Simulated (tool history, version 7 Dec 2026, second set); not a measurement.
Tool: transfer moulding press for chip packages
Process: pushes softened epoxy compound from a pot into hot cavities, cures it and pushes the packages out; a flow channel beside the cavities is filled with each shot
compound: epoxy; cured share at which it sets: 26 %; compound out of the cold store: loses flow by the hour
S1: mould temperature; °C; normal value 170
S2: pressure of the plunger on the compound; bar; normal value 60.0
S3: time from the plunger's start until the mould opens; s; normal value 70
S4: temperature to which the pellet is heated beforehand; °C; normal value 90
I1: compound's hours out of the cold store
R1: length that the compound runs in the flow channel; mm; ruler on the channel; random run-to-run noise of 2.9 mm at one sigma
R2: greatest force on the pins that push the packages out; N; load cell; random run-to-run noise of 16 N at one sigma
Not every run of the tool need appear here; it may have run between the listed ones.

run     day   S1    S2   S3  S4    I1   R1    R2
  1   0.000  170  60.0   70  90  47.5  636   774
      0.483  -- cavities cleaned with cleaning compound and waxed
  2   2.104  170  60.0   70  90  18.1  762   807
      3.833  -- cavities cleaned with cleaning compound and waxed
  3   3.833  170  60.0   70  90  40.9  662   782
  4   4.967  170  60.0   70  90  29.8  706   842
      7.162  -- cavities cleaned with cleaning compound and waxed
  5   7.712  170  60.0   70  90  24.2  734   814
      8.038  -- mould's thermocouples calibrated
  6   9.412  170  61.2   70  90  37.6  682   784
     10.779  -- plunger's sealing rings changed
     10.842  -- cavities cleaned with cleaning compound and waxed
  7  11.383  170  61.2   70  90  36.7  686   773
  8  13.721  170  61.2   70  90  46.3  647   770
     14.267  -- cavities cleaned with cleaning compound and waxed
  9  16.325  170  61.2   70  90  25.3  737   850
     17.588  -- cavities cleaned with cleaning compound and waxed
 10  17.588  170  61.2   51  90  29.3  715  1686
 11  19.746  170  60.0   70  90  42.1  657   788
     20.896  -- cavities cleaned with cleaning compound and waxed
 12  22.242  170  60.0   70  93  14.0  783   850
     23.538  -- plunger's sealing rings changed
 13  23.692  170  60.0   70  93  30.4  705   799
     24.333  -- cavities cleaned with cleaning compound and waxed
 14  25.383  170  60.0   70  93  36.4  684   778
 15  27.262  170  61.8  108  90  47.8  644   436

What does the tool deliver on the next run?
     27.683  -- cavities cleaned with cleaning compound and waxed
 16  28.917  170  61.8  108  90  18.3   ?   ?

Run 16 produced R1 766 mm, R2 424 N.
If the tool had no hidden condition, the same run with the same run-to-run variation would have returned R1 766 mm, R2 422 N.
